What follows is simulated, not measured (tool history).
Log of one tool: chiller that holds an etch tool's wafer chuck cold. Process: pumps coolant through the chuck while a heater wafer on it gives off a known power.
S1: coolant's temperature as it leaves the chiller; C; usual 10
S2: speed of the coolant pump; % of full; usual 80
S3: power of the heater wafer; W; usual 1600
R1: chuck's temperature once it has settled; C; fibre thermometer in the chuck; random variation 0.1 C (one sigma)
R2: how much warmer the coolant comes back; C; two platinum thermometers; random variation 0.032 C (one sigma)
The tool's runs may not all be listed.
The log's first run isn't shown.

run	hour	S1	S2	S3	R1	R2
2	181.2	10	80	1600	30.7	3.75
3	347.5	10	80	1600	30.7	3.75
4	493	10	80	1600	30.8	3.79
5	653.2	10	80	1600	30.9	3.78
6	770.4	10	80	881	21.4	2.1
7	949	10	80	881	21.4	2.04
8	1079.3	10	80	1129	24.8	2.72
9	1254.8	13	80	1129	27.9	2.69
10	1413.2	10	80	1600	31.6	3.88
11	1573.2	10	80	1600	31.6	3.8
12	1682.9	10	80	1600	31.7	3.78
13	1779.8	10	80	1469	30.1	3.54
14	1890.6	10	80	1600	31.9	3.91
15	2067.2	10	80	1600	32	3.86
16	2256.2	10	80	1600	32	3.85
17	2415.7	18	64	1993	49.3	6.09
18	2560.2	9	83	2093	38.1	4.93
19	2665.2	4	67	2286	39.4	6.7
# hour 2792.1: chiller's thermometer calibrated
20	2856.3	4	67	2286	40.2	6.74
21	3032.3	4	67	2286	40.6	6.75
22	3191.6	15	82	975	29	2.37
23	3359.8	15	87	975	28.9	2.21
24	3468.5	7	61	1034	24.5	3.44
25	3569.5	10	80	1756	36.3	4.34

The next listed run, before its measurement:
26	3680.1	2	98	1336	?	?

{"run 26": {"R1": 20.3, "R2": 2.73}}
Without the tool's hidden state the same run would have given R1 16.5 C, R2 2.55 C.

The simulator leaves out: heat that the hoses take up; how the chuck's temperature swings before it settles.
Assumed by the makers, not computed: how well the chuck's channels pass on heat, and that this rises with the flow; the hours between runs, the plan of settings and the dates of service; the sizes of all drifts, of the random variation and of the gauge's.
